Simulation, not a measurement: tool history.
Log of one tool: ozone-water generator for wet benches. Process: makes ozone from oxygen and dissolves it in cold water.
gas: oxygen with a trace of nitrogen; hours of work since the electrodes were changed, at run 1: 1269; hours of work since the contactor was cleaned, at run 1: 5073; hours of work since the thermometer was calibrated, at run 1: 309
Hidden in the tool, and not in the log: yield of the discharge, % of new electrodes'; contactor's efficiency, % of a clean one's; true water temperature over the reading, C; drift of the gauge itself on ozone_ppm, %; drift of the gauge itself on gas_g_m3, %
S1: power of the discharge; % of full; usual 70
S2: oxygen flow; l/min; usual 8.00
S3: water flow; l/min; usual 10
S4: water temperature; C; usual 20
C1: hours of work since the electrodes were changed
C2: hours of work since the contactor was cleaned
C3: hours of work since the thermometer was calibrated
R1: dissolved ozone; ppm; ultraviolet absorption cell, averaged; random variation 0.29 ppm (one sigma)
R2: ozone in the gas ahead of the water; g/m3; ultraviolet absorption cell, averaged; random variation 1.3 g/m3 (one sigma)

run	hour	S1	S2	S3	S4	C1	C2	C3	R1	R2
1	0.0	70	8.00	10	20	1269	5073	309	46.1	245.9
2	21.5	70	8.00	8	20	1289	5094	330	50.1	244.5
3	56.5	70	8.00	8	20	1323	5127	363	50.2	244.2
4	90.8	70	8.00	8	20	1356	5160	396	49.6	243.5
5	127.6	70	8.00	8	20	1391	5195	432	50.2	246.6
6	172.6	70	4.24	10	20	1434	5238	475	49.3	325.1
7	195.4	70	4.24	10	20	1456	5260	496	49.6	330.5
8	244.0	70	4.24	10	20	1502	5307	543	49.4	323.9
9	275.9	70	4.24	10	20	1533	5337	573	50.2	324.8
10	322.4	70	4.24	10	20	1577	5382	618	49.4	326.1
11	358.1	70	4.24	10	20	1611	5416	652	49.5	326.0
12	383.0	70	4.24	10	20	1635	5440	676	49.2	323.1
13	420.1	70	8.00	10	20	1671	5475	712	46.0	241.3
14	458.1	70	6.60	10	20	1707	5512	748	48.0	259.9
15	494.5	70	6.60	10	20	1742	5546	783	47.7	262.3
16	520.3	70	8.00	10	20	1767	5571	807	45.8	241.7
17	571.8	70	8.00	10	13	1816	5620	857	54.0	241.9
18	601.7	70	6.09	10	24	1845	5649	885	44.2	271.8
19	653.0	41	8.00	10	14	1894	5698	934	33.8	154.2
20	688.2	41	8.00	10	14	1927	5732	968	34.1	153.8
21	727.4	41	8.00	10	14	1965	5769	1006	34.0	151.7
# hour 732.5: gauge calibrated
22	779.0	70	8.36	10	13	2014	5819	1055	53.6	239.1
23	822.6	74	8.00	10	12	2056	5860	1097	58.0	255.4
24	873.1	44	6.23	10	12	2104	5909	1145	38.0	186.9
25	904.6	44	6.23	10	12	2134	5939	1175	38.5	184.7
26	955.4	61	4.31	10	19	2183	5988	1224	45.5	287.4
27	1004.0	70	14.23	10	20	2230	6034	1270	40.2	186.9
28	1030.4	70	14.23	10	20	2255	6059	1296	40.5	187.0

The next listed run, before its measurement:
29	1076.4	70	10.42	10	20	2299	6103	1340	?	?

R1: 43.4 ppm
R2: 216.2 g/m3
Without the tool's hidden state the same run would have given R1 43.4 ppm, R2 219.3 g/m3.
